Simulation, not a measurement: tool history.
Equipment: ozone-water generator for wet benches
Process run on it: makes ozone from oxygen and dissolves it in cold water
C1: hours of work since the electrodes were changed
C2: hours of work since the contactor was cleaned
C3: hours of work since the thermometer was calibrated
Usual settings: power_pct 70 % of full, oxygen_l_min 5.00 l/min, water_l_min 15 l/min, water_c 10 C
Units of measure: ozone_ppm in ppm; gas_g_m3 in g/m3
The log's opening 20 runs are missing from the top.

run 21 day=47.825 | power_pct=96 oxygen_l_min=5.00 water_l_min=17 water_c=10 | C1=1817 C2=3117 C3=154 | ozone_ppm=19.1 gas_g_m3=212.2
run 22 day=49.979 | power_pct=63 oxygen_l_min=4.83 water_l_min=12 water_c=10 | C1=1849 C2=3149 C3=185 | ozone_ppm=20.7 gas_g_m3=160.7
run 23 day=52.588 | power_pct=70 oxygen_l_min=5.00 water_l_min=15 water_c=6 | C1=1887 C2=3188 C3=224 | ozone_ppm=18.6 gas_g_m3=170.5
run 24 day=54.250 | power_pct=70 oxygen_l_min=5.00 water_l_min=13 water_c=6 | C1=1912 C2=3212 C3=249 | ozone_ppm=21.7 gas_g_m3=171.1
-- day=55.754 water thermometer calibrated, once more
run 25 day=56.442 | power_pct=70 oxygen_l_min=5.00 water_l_min=13 water_c=6 | C1=1944 C2=3244 C3=10 | ozone_ppm=22.0 gas_g_m3=171.4
run 26 day=59.208 | power_pct=79 oxygen_l_min=7.21 water_l_min=14 water_c=13 | C1=1985 C2=3285 C3=51 | ozone_ppm=19.2 gas_g_m3=150.2
run 27 day=60.875 | power_pct=70 oxygen_l_min=6.23 water_l_min=15 water_c=10 | C1=2009 C2=3310 C3=76 | ozone_ppm=17.5 gas_g_m3=149.8
run 28 day=63.254 | power_pct=82 oxygen_l_min=7.19 water_l_min=15 water_c=10 | C1=2044 C2=3345 C3=111 | ozone_ppm=19.0 gas_g_m3=153.2
run 29 day=64.771 | power_pct=60 oxygen_l_min=7.75 water_l_min=11 water_c=8 | C1=2067 C2=3367 C3=133 | ozone_ppm=21.2 gas_g_m3=119.9
run 30 day=66.296 | power_pct=65 oxygen_l_min=5.00 water_l_min=15 water_c=10 | C1=2089 C2=3390 C3=156 | ozone_ppm=16.7 gas_g_m3=160.9
run 31 day=67.762 | power_pct=60 oxygen_l_min=5.00 water_l_min=23 water_c=18 | C1=2111 C2=3412 C3=177 | ozone_ppm=8.7 gas_g_m3=153.0
run 32 day=70.017 | power_pct=60 oxygen_l_min=5.00 water_l_min=23 water_c=18 | C1=2144 C2=3445 C3=211 | ozone_ppm=9.1 gas_g_m3=152.5
run 33 day=72.862 | power_pct=60 oxygen_l_min=5.00 water_l_min=23 water_c=18 | C1=2186 C2=3487 C3=253 | ozone_ppm=8.9 gas_g_m3=155.0

Here are 4 independent what-if runs from the current tool condition. What would each one return?
run A day=74.167 | power_pct=70 oxygen_l_min=4.18 water_l_min=15 water_c=10 | C1=2205 C2=3506 C3=272 | ozone_ppm=? gas_g_m3=?
run B day=74.167 | power_pct=70 oxygen_l_min=5.00 water_l_min=9 water_c=10 | C1=2205 C2=3506 C3=272 | ozone_ppm=? gas_g_m3=?
run C day=74.167 | power_pct=70 oxygen_l_min=2.81 water_l_min=21 water_c=7 | C1=2205 C2=3506 C3=272 | ozone_ppm=? gas_g_m3=?
run D day=74.167 | power_pct=46 oxygen_l_min=7.59 water_l_min=15 water_c=15 | C1=2205 C2=3506 C3=272 | ozone_ppm=? gas_g_m3=?

run=A ozone_ppm=17.7 gas_g_m3=186.7
run=B ozone_ppm=28.0 gas_g_m3=168.5
run=C ozone_ppm=11.4 gas_g_m3=235.2
run=D ozone_ppm=11.9 gas_g_m3=102.2
What these runs would have given with no unlogged condition in the tool:
run=A ozone_ppm=18.8 gas_g_m3=194.4
run=B ozone_ppm=29.7 gas_g_m3=175.4
run=C ozone_ppm=12.2 gas_g_m3=244.8
run=D ozone_ppm=12.6 gas_g_m3=105.2
